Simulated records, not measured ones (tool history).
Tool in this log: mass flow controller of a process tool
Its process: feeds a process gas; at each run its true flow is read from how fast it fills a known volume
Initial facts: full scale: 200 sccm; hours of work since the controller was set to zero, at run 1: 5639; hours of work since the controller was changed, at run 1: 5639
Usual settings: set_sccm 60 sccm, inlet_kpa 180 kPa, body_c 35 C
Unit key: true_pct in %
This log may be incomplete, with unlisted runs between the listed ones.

| run | hour | set_sccm | inlet_kpa | body_c | hours of work since the controller was set to zero | hours of work since the controller was changed | true_pct |
|---|---|---|---|---|---|---|---|
| 1 | 0.0 | 60 | 180 | 35 | 5639 | 5639 | 99.53 |
| 2 | 216.4 | 60 | 180 | 35 | 5807 | 5807 | 99.51 |
| 3 | 365.0 | 60 | 180 | 35 | 5922 | 5922 | 99.58 |
| 4 | 557.4 | 67 | 180 | 35 | 6071 | 6071 | 99.91 |
| 5 | 794.3 | 67 | 180 | 35 | 6255 | 6255 | 99.97 |
|  | 854.7 | controller's zero set anew |
| 6 | 924.4 | 67 | 180 | 35 | 54 | 6355 | 102.08 |
| 7 | 1098.3 | 60 | 261 | 35 | 189 | 6490 | 101.48 |
| 8 | 1219.9 | 60 | 261 | 35 | 283 | 6584 | 101.41 |
| 9 | 1450.5 | 60 | 261 | 35 | 461 | 6762 | 101.39 |
| 10 | 1674.0 | 60 | 180 | 37 | 634 | 6935 | 101.95 |
| 11 | 1805.5 | 60 | 180 | 37 | 736 | 7037 | 101.87 |
| 12 | 2016.1 | 60 | 180 | 37 | 899 | 7200 | 101.99 |
| 13 | 2191.1 | 60 | 180 | 37 | 1035 | 7336 | 102.02 |
| 14 | 2304.2 | 60 | 180 | 32 | 1122 | 7423 | 102.29 |
| 15 | 2482.1 | 60 | 180 | 35 | 1260 | 7561 | 102.08 |
| 16 | 2595.9 | 60 | 180 | 35 | 1348 | 7649 | 102.20 |
| 17 | 2781.6 | 60 | 180 | 35 | 1492 | 7793 | 102.16 |
| 18 | 2967.9 | 60 | 180 | 21 | 1636 | 7937 | 102.40 |
| 19 | 3073.2 | 60 | 141 | 35 | 1718 | 8019 | 102.32 |
| 20 | 3239.8 | 60 | 141 | 39 | 1847 | 8148 | 102.38 |
| 21 | 3465.0 | 60 | 141 | 39 | 2021 | 8322 | 102.30 |
| 22 | 3674.6 | 39 | 171 | 31 | 2184 | 8485 | 101.73 |
| 23 | 3849.4 | 39 | 171 | 31 | 2319 | 8620 | 101.91 |
| 24 | 3957.2 | 39 | 191 | 31 | 2403 | 8703 | 101.84 |
| 25 | 4145.8 | 23 | 205 | 31 | 2549 | 8850 | 100.70 |
| 26 | 4284.5 | 42 | 164 | 22 | 2656 | 8957 | 102.21 |
| 27 | 4505.2 | 60 | 180 | 30 | 2827 | 9128 | 102.51 |
| 28 | 4745.8 | 60 | 180 | 30 | 3013 | 9314 | 102.59 |
| 29 | 4923.1 | 60 | 180 | 30 | 3150 | 9451 | 102.63 |
| 30 | 5035.2 | 60 | 180 | 30 | 3237 | 9538 | 102.54 |
|  | 5097.6 | controller exchanged for a calibrated one |
| 31 | 5164.9 | 60 | 180 | 30 | 52 | 52 | 98.80 |
| 32 | 5378.9 | 60 | 180 | 30 | 218 | 218 | 98.84 |
| 33 | 5582.4 | 60 | 180 | 30 | 375 | 375 | 98.85 |
| 34 | 5729.9 | 60 | 180 | 30 | 490 | 490 | 98.98 |
| 35 | 5882.4 | 60 | 155 | 30 | 608 | 608 | 99.15 |
| 36 | 6030.5 | 60 | 234 | 35 | 722 | 722 | 98.59 |
| 37 | 6170.7 | 60 | 234 | 35 | 831 | 831 | 98.54 |
| 38 | 6399.0 | 60 | 144 | 30 | 1008 | 1008 | 99.39 |
| 39 | 6563.5 | 60 | 228 | 22 | 1135 | 1135 | 98.95 |

Forecast run 40:
| 40 | 6685.6 | 60 | 228 | 22 | 1230 | 1230 | ? |

{"run 40": {"true_pct": 99.03}}
With the hidden condition absent and the run-to-run variation left alone, this run would have shown true_pct 98.70 %.

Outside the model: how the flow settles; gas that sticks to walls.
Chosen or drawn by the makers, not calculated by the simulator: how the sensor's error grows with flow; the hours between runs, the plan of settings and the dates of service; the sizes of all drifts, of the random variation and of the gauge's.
